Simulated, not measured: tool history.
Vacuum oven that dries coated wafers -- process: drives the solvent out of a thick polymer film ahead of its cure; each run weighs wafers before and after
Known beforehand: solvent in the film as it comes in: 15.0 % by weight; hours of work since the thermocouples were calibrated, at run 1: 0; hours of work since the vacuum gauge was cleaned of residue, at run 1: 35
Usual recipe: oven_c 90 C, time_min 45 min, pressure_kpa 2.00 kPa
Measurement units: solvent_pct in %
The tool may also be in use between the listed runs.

run	hour	oven_c	time_min	pressure_kpa	hours of work since the thermocouples were calibrated	hours of work since the vacuum gauge was cleaned of residue	solvent_pct
1	0.0	90	45	2.00	0	35	3.15
2	28.0	90	45	2.00	16	52	2.99
3	40.4	95	45	2.00	23	59	1.90
4	56.2	95	45	2.00	32	68	1.87
5	73.6	95	45	2.00	42	78	1.98
6	86.1	90	45	2.00	50	85	3.08
7	113.8	80	45	2.00	66	101	6.24
8	127.3	79	25	2.66	73	109	8.93
9	144.3	85	50	1.13	83	119	3.77
10	170.7	97	62	1.13	98	134	0.77
11	190.7	90	56	2.00	110	145	2.45
12	207.7	79	62	2.34	120	155	5.42
13	237.2	101	25	2.34	137	172	2.37
14	250.2	86	45	1.26	144	180	3.91

Each run again, without the hidden state but with its own random variation kept:
Hidden state present: true wafer temperature over the reading, C; true pressure over the reading, kPa; drift of the gauge itself on solvent_pct, %.
run	solvent_pct
1	3.17
2	3.02
3	1.93
4	1.90
5	2.01
6	3.12
7	6.31
8	8.98
9	3.85
10	0.79
11	2.52
12	5.52
13	2.45
14	4.02

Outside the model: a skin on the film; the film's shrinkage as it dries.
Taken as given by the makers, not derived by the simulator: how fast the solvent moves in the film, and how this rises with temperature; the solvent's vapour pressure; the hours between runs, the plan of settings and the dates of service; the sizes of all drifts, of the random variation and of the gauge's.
